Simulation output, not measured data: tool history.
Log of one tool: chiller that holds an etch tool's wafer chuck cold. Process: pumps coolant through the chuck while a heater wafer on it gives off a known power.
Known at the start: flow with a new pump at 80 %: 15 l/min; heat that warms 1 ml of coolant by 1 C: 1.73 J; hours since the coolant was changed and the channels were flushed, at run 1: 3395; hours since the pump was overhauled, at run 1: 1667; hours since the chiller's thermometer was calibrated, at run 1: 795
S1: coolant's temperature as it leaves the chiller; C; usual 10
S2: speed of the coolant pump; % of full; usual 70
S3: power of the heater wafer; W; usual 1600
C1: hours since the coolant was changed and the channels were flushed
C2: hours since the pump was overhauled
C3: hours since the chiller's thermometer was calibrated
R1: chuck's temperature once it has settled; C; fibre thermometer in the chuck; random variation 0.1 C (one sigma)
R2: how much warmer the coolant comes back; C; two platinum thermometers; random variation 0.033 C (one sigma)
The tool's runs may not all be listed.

{"run": 1, "day": 0.0, "S1": 10, "S2": 70, "S3": 1600, "C1": 3395, "C2": 1667, "C3": 795, "R1": 21.2, "R2": 4.22}
{"run": 2, "day": 4.896, "S1": 10, "S2": 70, "S3": 1600, "C1": 3513, "C2": 1784, "C3": 912, "R1": 21.0, "R2": 4.31}
{"run": 3, "day": 9.95, "S1": 10, "S2": 70, "S3": 1600, "C1": 3634, "C2": 1906, "C3": 1034, "R1": 21.1, "R2": 4.28}
{"run": 4, "day": 15.321, "S1": 10, "S2": 70, "S3": 1600, "C1": 3763, "C2": 2035, "C3": 1163, "R1": 21.0, "R2": 4.36}
{"run": 5, "day": 19.054, "S1": 10, "S2": 70, "S3": 1600, "C1": 3852, "C2": 2124, "C3": 1252, "R1": 21.0, "R2": 4.32}
{"run": 6, "day": 23.383, "S1": 10, "S2": 70, "S3": 1600, "C1": 3956, "C2": 2228, "C3": 1356, "R1": 21.1, "R2": 4.3}
{"run": 7, "day": 28.258, "S1": 10, "S2": 70, "S3": 1600, "C1": 4073, "C2": 2345, "C3": 1473, "R1": 21.1, "R2": 4.37}
{"run": 8, "day": 31.442, "S1": 10, "S2": 78, "S3": 1600, "C1": 4150, "C2": 2422, "C3": 1550, "R1": 20.4, "R2": 3.96}
{"run": 9, "day": 36.6, "S1": 10, "S2": 78, "S3": 1600, "C1": 4273, "C2": 2545, "C3": 1673, "R1": 20.4, "R2": 3.96}
{"run": 10, "day": 40.188, "S1": 10, "S2": 78, "S3": 1600, "C1": 4360, "C2": 2631, "C3": 1759, "R1": 20.5, "R2": 4.02}
{"run": 11, "day": 43.712, "S1": 8, "S2": 70, "S3": 1600, "C1": 4444, "C2": 2716, "C3": 1844, "R1": 19.1, "R2": 4.4}
{"run": 12, "day": 47.825, "S1": 8, "S2": 70, "S3": 1600, "C1": 4543, "C2": 2815, "C3": 1943, "R1": 19.1, "R2": 4.45}
{"run": 13, "day": 53.092, "S1": 8, "S2": 70, "S3": 1600, "C1": 4669, "C2": 2941, "C3": 2069, "R1": 18.8, "R2": 4.44}
{"day": 54.358, "done": "gauge calibrated"}
{"day": 56.375, "done": "chiller's thermometer calibrated"}
{"run": 14, "day": 57.35, "S1": 10, "S2": 65, "S3": 1600, "C1": 4770, "C2": 3042, "C3": 23, "R1": 21.6, "R2": 4.54}
{"run": 15, "day": 59.658, "S1": 10, "S2": 65, "S3": 1600, "C1": 4826, "C2": 3098, "C3": 79, "R1": 21.7, "R2": 4.5}
{"run": 16, "day": 61.917, "S1": 16, "S2": 70, "S3": 1147, "C1": 4880, "C2": 3152, "C3": 133, "R1": 24.0, "R2": 3.04}
{"run": 17, "day": 66.104, "S1": 8, "S2": 94, "S3": 1600, "C1": 4981, "C2": 3252, "C3": 234, "R1": 17.2, "R2": 3.28}
{"run": 18, "day": 70.462, "S1": 10, "S2": 82, "S3": 1600, "C1": 5085, "C2": 3357, "C3": 338, "R1": 20.0, "R2": 3.64}
{"run": 19, "day": 75.558, "S1": 10, "S2": 82, "S3": 1600, "C1": 5208, "C2": 3479, "C3": 460, "R1": 20.1, "R2": 3.71}
{"run": 20, "day": 79.879, "S1": 13, "S2": 89, "S3": 2390, "C1": 5311, "C2": 3583, "C3": 564, "R1": 27.3, "R2": 5.1}
{"run": 21, "day": 82.112, "S1": 13, "S2": 89, "S3": 2390, "C1": 5365, "C2": 3637, "C3": 618, "R1": 27.4, "R2": 5.15}
{"run": 22, "day": 87.258, "S1": 17, "S2": 89, "S3": 1254, "C1": 5488, "C2": 3760, "C3": 741, "R1": 24.6, "R2": 2.76}
{"run": 23, "day": 90.371, "S1": 17, "S2": 89, "S3": 1254, "C1": 5563, "C2": 3835, "C3": 816, "R1": 24.7, "R2": 2.79}
{"run": 24, "day": 92.738, "S1": 17, "S2": 89, "S3": 1254, "C1": 5620, "C2": 3892, "C3": 873, "R1": 24.6, "R2": 2.79}
{"run": 25, "day": 98.083, "S1": 14, "S2": 89, "S3": 1254, "C1": 5748, "C2": 4020, "C3": 1001, "R1": 21.5, "R2": 2.83}
{"day": 101.3, "done": "gauge calibrated"}
{"run": 26, "day": 103.4, "S1": 10, "S2": 70, "S3": 1737, "C1": 5876, "C2": 4148, "C3": 1129, "R1": 22.2, "R2": 4.61}
{"run": 27, "day": 108.138, "S1": 3, "S2": 63, "S3": 1349, "C1": 5989, "C2": 4261, "C3": 1242, "R1": 13.0, "R2": 4.0}

Measured less the same run without the tool's hidden state. The same run-to-run variation is in both; the gauge's scatter may not be:
The hidden state here: heat passed by the chuck's channels, % of clean ones'; flow at a given pump speed, % of a new pump's; coolant's true temperature over the reading, C; drift of the gauge itself on chuck_c, C; drift of the gauge itself on warmer_back_c, C.
run=1 R2=+0.00
run=2 R2=+0.02
run=3 R2=+0.05
run=4 R2=+0.07
run=5 R2=+0.09
run=6 R2=+0.11
run=7 R2=+0.14
run=8 R2=+0.16
run=9 R2=+0.18
run=10 R2=+0.19
run=11 R2=+0.21
run=12 R2=+0.23
run=13 R2=+0.25
run=14 R2=+0.01
run=15 R2=+0.03
run=16 R2=+0.04
run=17 R2=+0.05
run=18 R2=+0.08
run=19 R2=+0.10
run=20 R2=+0.12
run=21 R2=+0.13
run=22 R2=+0.16
run=23 R2=+0.18
run=24 R2=+0.18
run=25 R2=+0.21
run=26 R2=+0.01
run=27 R2=+0.03
R1: within 0.1 C of the measured result in every run.
